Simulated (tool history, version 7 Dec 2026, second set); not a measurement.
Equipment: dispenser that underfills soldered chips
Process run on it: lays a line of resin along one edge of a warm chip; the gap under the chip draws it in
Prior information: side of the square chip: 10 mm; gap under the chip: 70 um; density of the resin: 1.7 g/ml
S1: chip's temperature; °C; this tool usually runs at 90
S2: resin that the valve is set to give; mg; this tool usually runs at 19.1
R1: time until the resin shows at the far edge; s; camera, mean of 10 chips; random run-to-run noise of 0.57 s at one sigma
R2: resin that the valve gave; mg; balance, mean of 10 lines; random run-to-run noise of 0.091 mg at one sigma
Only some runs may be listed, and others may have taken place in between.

| run | day | S1 | S2 | R1 | R2 |
|---|---|---|---|---|---|
| 1 | 0 | 90 | 19.1 | 91.5 | 17.89 |
|  | 0.058 | new syringe of resin |
|  | 0.1 | dispensing valve cleaned and set on the balance |
| 2 | 0.362 | 90 | 19.1 | 62.3 | 19.1 |
| 3 | 0.679 | 90 | 20.4 | 84 | 20.51 |
|  | 0.812 | new syringe of resin |
| 4 | 0.908 | 90 | 20.4 | 55 | 20.38 |
| 5 | 1.075 | 90 | 17.4 | 66.2 | 17.2 |
| 6 | 1.346 | 96 | 19.1 | 63 | 18.93 |
|  | 1.546 | new syringe of resin |
| 7 | 1.662 | 96 | 19.1 | 41.8 | 18.95 |
| 8 | 1.929 | 96 | 19.1 | 53.3 | 18.88 |
| 9 | 2.062 | 90 | 19.1 | 81.1 | 18.71 |
|  | 2.254 | new syringe of resin |
| 10 | 2.342 | 90 | 19.1 | 54.2 | 18.79 |
| 11 | 2.588 | 90 | 19.1 | 69 | 18.56 |
| 12 | 2.904 | 90 | 21.4 | 93.2 | 20.81 |
|  | 2.979 | new syringe of resin |
| 13 | 3.062 | 90 | 19.1 | 57.8 | 18.58 |
| 14 | 3.242 | 90 | 19.1 | 66.3 | 18.37 |
| 15 | 3.388 | 90 | 19.1 | 76.8 | 18.48 |
| 16 | 3.65 | 96 | 19.1 | 72.4 | 18.46 |
|  | 3.688 | new syringe of resin |
| 17 | 3.921 | 96 | 19.1 | 48.2 | 18.4 |
| 18 | 4.183 | 90 | 19.1 | 81 | 18.46 |
| 19 | 4.321 | 92 | 19.2 | 83.3 | 18.47 |
|  | 4.412 | new syringe of resin |
| 20 | 4.546 | 95 | 22.6 | 45.3 | 21.66 |
| 21 | 4.704 | 89 | 18.4 | 72.7 | 17.56 |
| 22 | 4.892 | 89 | 18.4 | 86 | 17.68 |
| 23 | 5.075 | 104 | 21 | 50.3 | 20 |
|  | 5.133 | new syringe of resin |
| 24 | 5.408 | 102 | 19.6 | 38.1 | 18.69 |
| 25 | 5.567 | 102 | 19.6 | 42.3 | 18.77 |
|  | 5.862 | new syringe of resin |
| 26 | 5.875 | 102 | 24.1 | 29.3 | 22.85 |
| 27 | 6.096 | 102 | 24.1 | 36.6 | 22.82 |
| 28 | 6.296 | 77 | 17.8 | 154.9 | 16.71 |
|  | 6.517 | dispensing valve cleaned and set on the balance |
|  | 6.625 | new syringe of resin |
| 29 | 6.654 | 88 | 18.9 | 58 | 18.98 |
| 30 | 6.925 | 104 | 18.4 | 35.6 | 18.27 |
| 31 | 7.071 | 81 | 21.3 | 119.9 | 21.23 |
|  | 7.35 | new syringe of resin |
| 32 | 7.404 | 97 | 23.7 | 38.7 | 23.39 |
| 33 | 7.621 | 97 | 23.7 | 48 | 23.62 |
| 34 | 7.788 | 98 | 17.8 | 53.1 | 17.54 |
| 35 | 8.029 | 94 | 19.1 | 81.1 | 18.88 |

Forecast each of these 4 alternatives for the next run:
|  | 8.067 | new syringe of resin |
| A | 8.288 | 98 | 19.2 | ? | ? |
|  | 8.067 | new syringe of resin |
| B | 8.288 | 88 | 17.6 | ? | ? |
|  | 8.067 | new syringe of resin |
| C | 8.288 | 101 | 16.9 | ? | ? |
|  | 8.067 | new syringe of resin |
| D | 8.288 | 90 | 16.5 | ? | ? |

| run | R1 | R2 |
|---|---|---|
| A | 44 | 18.94 |
| B | 71 | 17.29 |
| C | 38.1 | 16.65 |
| D | 65.5 | 16.32 |
With no hidden state in the tool, these same runs would have given:
| run | R1 | R2 |
|---|---|---|
| A | 34.1 | 19.27 |
| B | 54.7 | 17.6 |
| C | 29.3 | 16.95 |
| D | 50.3 | 16.61 |

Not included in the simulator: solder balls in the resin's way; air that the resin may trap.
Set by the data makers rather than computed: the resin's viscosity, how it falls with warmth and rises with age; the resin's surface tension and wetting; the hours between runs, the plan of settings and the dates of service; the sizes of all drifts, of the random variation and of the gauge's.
